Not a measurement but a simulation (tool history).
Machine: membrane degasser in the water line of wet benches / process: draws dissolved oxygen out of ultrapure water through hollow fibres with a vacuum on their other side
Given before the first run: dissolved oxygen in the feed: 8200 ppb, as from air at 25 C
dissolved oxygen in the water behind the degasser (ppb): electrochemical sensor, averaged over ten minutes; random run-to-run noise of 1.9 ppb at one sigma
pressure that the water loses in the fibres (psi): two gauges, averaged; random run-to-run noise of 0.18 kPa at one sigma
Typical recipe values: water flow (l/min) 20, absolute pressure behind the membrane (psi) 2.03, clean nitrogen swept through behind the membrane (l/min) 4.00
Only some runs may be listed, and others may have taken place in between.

run	hour	water flow (l/min)	absolute pressure behind the membrane (psi)	clean nitrogen swept through behind the membrane (l/min)	dissolved oxygen in the water behind the degasser (ppb)	pressure that the water loses in the fibres (psi)
1	0.0	20	2.03	4.00	193.2	4.606
2	45.1	20	1.65	4.00	162.7	4.683
3	117.4	20	1.65	4.00	160.1	4.647
4	170.8	20	1.65	4.00	158.7	4.672
5	208.0	20	1.65	4.00	165.7	4.628
6	241.5	20	2.03	4.00	197.2	4.657
7	294.6	20	2.03	4.00	194.0	4.682
8	363.6	20	2.03	4.00	193.1	4.651
9	419.5	20	2.54	4.00	235.3	4.648
10	466.8	20	2.54	4.00	238.6	4.676
11	516.4	20	2.54	4.00	237.0	4.659
# hour 523.9: vacuum gauge calibrated
12	585.1	20	2.54	4.00	240.2	4.672
13	625.7	20	2.54	4.00	240.7	4.709
14	681.5	20	2.54	4.00	237.5	4.667
15	734.0	26	3.12	2.65	543.6	6.044
16	776.7	21	3.06	2.65	404.6	4.931

4 ways to go on from here, each from the tool as it stands after run 16. What would each give?
A	845.5	15	2.03	8.76	?	?
B	845.5	20	2.65	4.00	?	?
C	845.5	23	3.06	2.65	?	?
D	845.5	15	3.79	4.00	?	?

run	dissolved oxygen in the water behind the degasser (ppb)	pressure that the water loses in the fibres (psi)
A	69.3	3.537
B	245.6	4.641
C	449.5	5.303
D	239.0	3.456
The same runs, with their run-to-run variation unchanged, on a tool lacking any hidden condition would have given:
run	dissolved oxygen in the water behind the degasser (ppb)	pressure that the water loses in the fibres (psi)
A	65.6	3.510
B	235.9	4.605
C	435.0	5.261
D	229.1	3.429
